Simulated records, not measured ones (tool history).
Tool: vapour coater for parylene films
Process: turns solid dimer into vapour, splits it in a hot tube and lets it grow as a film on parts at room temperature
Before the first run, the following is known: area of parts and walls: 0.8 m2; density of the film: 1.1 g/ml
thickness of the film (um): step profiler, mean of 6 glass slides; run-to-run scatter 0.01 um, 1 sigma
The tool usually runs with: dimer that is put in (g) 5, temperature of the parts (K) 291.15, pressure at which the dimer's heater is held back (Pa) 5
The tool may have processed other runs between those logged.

run   hour  dimer that is put in (g)  temperature of the parts (K)  pressure at which the dimer's heater is held back (Pa)  thickness of the film (um)
  1      0                         5                        291.15                                                       5                         4.2
  2   35.3                         5                        291.15                                                       5                        4.23
  3   81.9                         5                        291.15                                                       5                        4.22
  4  117.4                         2                        291.15                                                       5                        1.69
  5  152.1                         5                        291.15                                                    2.49                        4.65
  6  196.4                         5                        291.15                                                       5                        4.23
  7  260.8                         5                        291.15                                                       5                         4.2
  8  291.7                         5                        291.15                                                       5                         4.2
  9  330.2                         5                        291.15                                                       5                        4.21
 10  362.9                         3                        291.15                                                    2.56                        2.78

Run 11 comes next. What will it give?
 11  410.2                         6                        291.15                                                    5.54                           ?

Run 11 gave thickness of the film (um) 5.01.
If the tool had no hidden condition, the same run with the same run-to-run variation would have returned thickness of the film (um) 5.01.
